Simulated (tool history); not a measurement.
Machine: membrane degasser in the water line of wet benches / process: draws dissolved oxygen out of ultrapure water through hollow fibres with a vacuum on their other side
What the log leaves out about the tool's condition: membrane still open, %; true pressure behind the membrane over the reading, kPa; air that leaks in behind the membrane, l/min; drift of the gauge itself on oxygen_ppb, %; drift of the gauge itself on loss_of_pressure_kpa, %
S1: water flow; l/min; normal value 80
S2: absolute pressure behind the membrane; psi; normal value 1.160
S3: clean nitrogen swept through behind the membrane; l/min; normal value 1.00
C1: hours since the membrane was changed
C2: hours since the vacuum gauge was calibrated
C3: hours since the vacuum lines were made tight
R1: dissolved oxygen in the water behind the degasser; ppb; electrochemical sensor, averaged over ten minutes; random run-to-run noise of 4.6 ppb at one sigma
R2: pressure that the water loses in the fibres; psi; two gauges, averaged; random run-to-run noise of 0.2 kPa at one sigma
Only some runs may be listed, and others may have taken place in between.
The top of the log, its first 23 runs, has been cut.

run,hour,S1,S2,S3,C1,C2,C3,R1,R2
24,1809.2,80,1.160,1.15,4930,103,13378,629.9,6.678
25,1911.7,95,1.208,0.42,5032,205,13481,1235.0,7.950
26,1975.6,95,1.208,0.42,5096,269,13545,1208.0,7.921
27,2023.1,123,1.336,0.66,5144,317,13592,1337.6,10.261
28,2074.0,99,1.160,1.00,5195,368,13643,809.4,8.282
29,2173.5,105,0.748,0.52,5294,467,13742,557.8,8.805
30,2230.7,90,1.284,2.46,5351,524,13800,505.5,7.530
31,2287.3,90,1.822,1.40,5408,581,13856,1065.1,7.490
32,2374.2,75,1.822,0.52,5495,668,13943,1625.6,6.282
33,2439.7,75,1.253,1.32,5560,733,14009,603.2,6.276

Predict each of these 3 candidate next runs independently; none follows another, all start after run 33:
A,2541.2,58,2.779,1.10,5662,835,14110,?,?
B,2541.2,75,2.028,1.90,5662,835,14110,?,?
C,2541.2,66,0.873,1.09,5662,835,14110,?,?

run,R1,R2
A,1401.8,4.914
B,866.0,6.312
C,353.9,5.568
What these runs would have given with no unlogged condition in the tool:
run,R1,R2
A,1401.7,4.789
B,865.8,6.150
C,353.8,5.426
